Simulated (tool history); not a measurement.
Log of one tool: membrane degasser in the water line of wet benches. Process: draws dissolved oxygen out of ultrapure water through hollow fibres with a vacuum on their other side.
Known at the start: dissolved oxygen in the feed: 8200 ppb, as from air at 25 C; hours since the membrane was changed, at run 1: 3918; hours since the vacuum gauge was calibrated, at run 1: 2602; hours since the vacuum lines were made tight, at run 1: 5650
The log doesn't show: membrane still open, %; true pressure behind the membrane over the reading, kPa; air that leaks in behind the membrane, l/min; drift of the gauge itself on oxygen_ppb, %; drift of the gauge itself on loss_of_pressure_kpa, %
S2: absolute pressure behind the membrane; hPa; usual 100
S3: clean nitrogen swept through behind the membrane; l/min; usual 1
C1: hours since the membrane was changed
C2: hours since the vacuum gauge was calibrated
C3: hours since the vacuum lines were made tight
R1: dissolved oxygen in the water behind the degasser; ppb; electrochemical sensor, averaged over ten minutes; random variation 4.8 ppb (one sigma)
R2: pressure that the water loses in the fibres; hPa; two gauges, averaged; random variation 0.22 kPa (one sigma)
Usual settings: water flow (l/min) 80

run 1 day=0 | water_flow_(l/min)=80 S2=100 S3=1 | C1=3918 C2=2602 C3=5650 | R1=882.5 R2=526
run 2 day=2.596 | water_flow_(l/min)=80 S2=100 S3=1 | C1=3980 C2=2664 C3=5713 | R1=883.5 R2=531.2
run 3 day=6.004 | water_flow_(l/min)=80 S2=100 S3=1 | C1=4062 C2=2746 C3=5794 | R1=881.3 R2=527.7
run 4 day=11.904 | water_flow_(l/min)=80 S2=100 S3=1 | C1=4203 C2=2887 C3=5936 | R1=886.4 R2=533.4
run 5 day=15.004 | water_flow_(l/min)=80 S2=100 S3=1 | C1=4278 C2=2962 C3=6010 | R1=879.9 R2=534.7
run 6 day=19.488 | water_flow_(l/min)=80 S2=100 S3=1 | C1=4385 C2=3069 C3=6118 | R1=884.3 R2=532.5
run 7 day=24.971 | water_flow_(l/min)=80 S2=100 S3=1 | C1=4517 C2=3201 C3=6250 | R1=883 R2=530.5
run 8 day=30.621 | water_flow_(l/min)=80 S2=100 S3=1 | C1=4653 C2=3337 C3=6385 | R1=888.4 R2=532
run 9 day=33.879 | water_flow_(l/min)=80 S2=100 S3=1 | C1=4731 C2=3415 C3=6463 | R1=882.7 R2=535.6
run 10 day=38.479 | water_flow_(l/min)=80 S2=100 S3=1 | C1=4841 C2=3525 C3=6574 | R1=877.9 R2=536.5
run 11 day=44.062 | water_flow_(l/min)=80 S2=100 S3=1 | C1=4975 C2=3659 C3=6708 | R1=882.6 R2=534.2
-- day=44.567 vacuum gauge calibrated
run 12 day=48.025 | water_flow_(l/min)=58 S2=100 S3=1 | C1=5070 C2=83 C3=6802 | R1=712.8 R2=386.4
run 13 day=53.925 | water_flow_(l/min)=58 S2=100 S3=1 | C1=5211 C2=225 C3=6944 | R1=701.5 R2=384.1
run 14 day=58.204 | water_flow_(l/min)=58 S2=100 S3=1 | C1=5314 C2=327 C3=7047 | R1=700.1 R2=384.5
run 15 day=63.554 | water_flow_(l/min)=80 S2=156 S3=0.78 | C1=5442 C2=456 C3=7175 | R1=1730.7 R2=531.3
run 16 day=69.408 | water_flow_(l/min)=99 S2=242 S3=2.76 | C1=5583 C2=596 C3=7316 | R1=1423.2 R2=659
-- day=73.483 vacuum gauge calibrated, once more
run 17 day=75.2 | water_flow_(l/min)=99 S2=242 S3=2.76 | C1=5721 C2=41 C3=7454 | R1=1404.4 R2=660.1
run 18 day=78.438 | water_flow_(l/min)=99 S2=242 S3=2.76 | C1=5799 C2=119 C3=7532 | R1=1402.3 R2=659
run 19 day=81.996 | water_flow_(l/min)=114 S2=242 S3=2.15 | C1=5885 C2=204 C3=7617 | R1=1855.5 R2=763.1
run 20 day=85.454 | water_flow_(l/min)=114 S2=242 S3=2.15 | C1=5968 C2=287 C3=7700 | R1=1828.7 R2=759.7
run 21 day=88.467 | water_flow_(l/min)=114 S2=242 S3=2.15 | C1=6040 C2=360 C3=7772 | R1=1862.8 R2=759.8
run 22 day=91.162 | water_flow_(l/min)=114 S2=242 S3=2.15 | C1=6105 C2=424 C3=7837 | R1=1849.3 R2=761.2
run 23 day=96.425 | water_flow_(l/min)=80 S2=100 S3=1.66 | C1=6231 C2=551 C3=7963 | R1=635.5 R2=532.6

Forecast each of these 3 alternatives for the next run:
run A day=102.338 | water_flow_(l/min)=80 S2=153 S3=1.66 | C1=6373 C2=692 C3=8105 | R1=? R2=?
run B day=102.338 | water_flow_(l/min)=79 S2=100 S3=0.63 | C1=6373 C2=692 C3=8105 | R1=? R2=?
run C day=102.338 | water_flow_(l/min)=49 S2=67 S3=1.13 | C1=6373 C2=692 C3=8105 | R1=? R2=?

run=A R1=1052.9 R2=534
run=B R1=1136.5 R2=527.1
run=C R1=300.9 R2=324.7
Without the tool's hidden state the same runs would have given:
run=A R1=1042.9 R2=521.6
run=B R1=1130.4 R2=514.8
run=C R1=293.8 R2=317
